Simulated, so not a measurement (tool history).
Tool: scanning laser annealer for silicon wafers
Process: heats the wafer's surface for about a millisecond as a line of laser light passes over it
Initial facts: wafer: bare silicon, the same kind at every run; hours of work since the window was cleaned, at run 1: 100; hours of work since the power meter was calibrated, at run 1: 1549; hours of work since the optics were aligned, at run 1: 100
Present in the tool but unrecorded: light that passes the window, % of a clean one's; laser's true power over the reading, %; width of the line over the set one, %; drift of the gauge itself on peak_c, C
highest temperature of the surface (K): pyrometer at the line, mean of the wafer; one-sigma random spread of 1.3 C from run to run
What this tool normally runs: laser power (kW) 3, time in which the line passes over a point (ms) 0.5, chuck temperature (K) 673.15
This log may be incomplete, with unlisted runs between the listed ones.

run,hour,laser power (kW),time in which the line passes over a point (ms),chuck temperature (K),hours of work since the window was cleaned,hours of work since the power meter was calibrated,hours of work since the optics were aligned,highest temperature of the surface (K)
1,0,3,0.5,673.15,100,1549,100,1503.15
2,64.1,3,0.5,673.15,127,1577,127,1503.15
3,158,3.035,0.5,673.15,168,1617,168,1513.15
4,230.7,3,0.5,673.15,200,1649,200,1501.15
5,275.9,3,0.395,673.15,219,1669,219,1397.15
6,336.1,3,0.395,673.15,245,1695,245,1394.15
7,376.2,3,0.5,673.15,263,1712,263,1505.15
8,461.6,3,0.5,673.15,300,1749,300,1503.15
9,528.9,3,0.5,673.15,329,1778,329,1501.15
10,577.2,3,0.5,673.15,350,1799,350,1502.15
11,625.9,3,0.492,673.15,371,1821,371,1495.15
12,673.9,3,0.492,673.15,392,1841,392,1494.15
# hour 712.5: window over the wafer cleaned
13,766.3,3,0.492,673.15,23,1881,431,1497.15
14,818.5,3,0.5,673.15,46,1903,454,1503.15
15,880.5,3,0.5,673.15,73,1930,481,1503.15
16,960.2,3,0.508,673.15,107,1965,515,1513.15
17,1032.1,3,0.508,673.15,139,1996,546,1510.15
18,1107.3,3,0.508,673.15,171,2029,579,1512.15
19,1165.3,3,0.354,673.15,196,2054,604,1349.15
20,1206.9,3,0.5,653.15,215,2072,622,1483.15
21,1264.3,3,0.531,673.15,239,2097,647,1535.15
22,1309.8,3,0.531,673.15,259,2116,667,1532.15
23,1399.8,3,0.531,673.15,298,2155,706,1531.15
24,1490.1,3,0.531,673.15,337,2195,745,1532.15
25,1550,3,0.531,673.15,363,2221,771,1530.15
26,1591.1,3,0.531,673.15,381,2238,789,1532.15
# hour 1648.5: window over the wafer cleaned
# hour 1658.2: optics aligned, line set to its width
27,1673.4,3.08,0.426,644.15,9,2271,7,1420.15
28,1737.5,3,0.52,673.15,36,2299,34,1526.15
29,1826.1,2.811,0.429,701.15,75,2337,73,1416.15
30,1894.1,2.706,0.487,701.15,104,2367,102,1446.15

Run 31 comes next. What will it give?
31,1956,3,0.439,691.15,131,2394,129,?

{"run 31": {"highest temperature of the surface (K)": 1460.15}}
Without the tool's hidden state the same run would have given highest temperature of the surface (K) 1460.15.
